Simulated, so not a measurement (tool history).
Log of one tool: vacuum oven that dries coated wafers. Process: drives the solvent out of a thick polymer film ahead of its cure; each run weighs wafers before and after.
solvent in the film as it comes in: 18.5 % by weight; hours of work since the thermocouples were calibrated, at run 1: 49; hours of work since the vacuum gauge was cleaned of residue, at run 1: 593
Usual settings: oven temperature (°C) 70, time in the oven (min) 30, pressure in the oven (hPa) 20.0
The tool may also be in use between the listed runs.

| run | hour | oven temperature (°C) | time in the oven (min) | pressure in the oven (hPa) | hours of work since the thermocouples were calibrated | hours of work since the vacuum gauge was cleaned of residue | solvent left in the film (%) |
|---|---|---|---|---|---|---|---|
| 1 | 0.0 | 70 | 30 | 20.0 | 49 | 593 | 1.79 |
| 2 | 24.6 | 70 | 30 | 20.0 | 65 | 609 | 1.86 |
| 3 | 54.3 | 70 | 53 | 20.0 | 85 | 628 | 0.84 |
| 4 | 85.9 | 70 | 53 | 20.0 | 105 | 649 | 0.82 |
| 5 | 118.3 | 70 | 53 | 20.0 | 126 | 670 | 0.84 |
| 6 | 146.0 | 70 | 53 | 20.0 | 145 | 688 | 0.91 |
| 7 | 170.7 | 70 | 30 | 11.2 | 161 | 705 | 1.62 |
| 8 | 188.0 | 70 | 30 | 11.2 | 172 | 716 | 1.62 |
| 9 | 213.3 | 70 | 35 | 20.0 | 189 | 732 | 1.49 |
| 10 | 232.3 | 70 | 30 | 23.2 | 201 | 745 | 2.02 |
| 11 | 253.2 | 70 | 30 | 23.2 | 215 | 759 | 2.05 |
| 12 | 276.0 | 70 | 30 | 23.2 | 230 | 773 | 1.94 |
| 13 | 309.3 | 70 | 30 | 23.2 | 251 | 795 | 1.88 |
| 14 | 328.4 | 70 | 45 | 20.0 | 264 | 808 | 1.00 |
| 15 | 351.7 | 57 | 29 | 17.5 | 279 | 823 | 6.82 |
| 16 | 389.0 | 57 | 29 | 17.5 | 304 | 847 | 7.04 |

The next listed run, before its measurement:
| 17 | 427.9 | 70 | 30 | 46.1 | 329 | 873 | ? |

solvent left in the film (%): 2.77
Without the tool's hidden state the same run would have given solvent left in the film (%) 2.45.
